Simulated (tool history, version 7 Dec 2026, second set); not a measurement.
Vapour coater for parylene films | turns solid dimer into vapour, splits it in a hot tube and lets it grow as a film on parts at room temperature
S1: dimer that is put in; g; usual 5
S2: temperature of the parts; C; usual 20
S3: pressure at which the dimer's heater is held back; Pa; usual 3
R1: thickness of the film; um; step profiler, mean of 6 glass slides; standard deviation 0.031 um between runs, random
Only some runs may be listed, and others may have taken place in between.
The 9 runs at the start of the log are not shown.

run   hour  S1  S2    S3    R1
 10  121.1   5  20  4.66  2.73
 11  139.4   5  20     3  2.89
 12  150.8   5  20     3  2.94
 13  159.5   5  20     3  2.92
 14  167.4   5  17     3  3.13
 15  175.1   5  17     3  3.19
 16    191   4  20     3  2.31
 17  200.8   5  20     3   2.9
 18  217.9   5  20  9.59  2.45
 19  235.4   6  20  3.32   3.4
     242.8  -- trap's valve overhauled
 20  256.7   5  20  8.18  2.51
 21  265.6   5  13     3  3.53
 22  281.2   7  13  11.8  3.95
 23  297.4   7  13  11.8  3.98
 24  305.6   4  30     3  1.82
 25  320.2   4  30     3  1.82
 26  332.3   5  30  9.71  1.92
 27  343.1   2  23  9.71  0.92
 28  352.1   2  20     3  1.14
 29  360.3   2  22  3.59  1.08
 30  375.6   5  18  2.83  3.07
 31  385.3   5  18  2.83  3.11
 32  397.5   5  18  2.83  3.13
 33  411.4   5  18  2.83  3.17

3 options for the next run, each taken on its own from the tool as it stands now. Forecast them:
  A  419.7   6  16  10.44   ?
  B  419.7   3  16  11.25   ?
  C  419.7   6  18      3   ?

run    R1
  A   3.2
  B   1.6
  C  3.66
With no hidden state in the tool, these same runs would have given:
run    R1
  A  3.21
  B   1.6
  C  3.67

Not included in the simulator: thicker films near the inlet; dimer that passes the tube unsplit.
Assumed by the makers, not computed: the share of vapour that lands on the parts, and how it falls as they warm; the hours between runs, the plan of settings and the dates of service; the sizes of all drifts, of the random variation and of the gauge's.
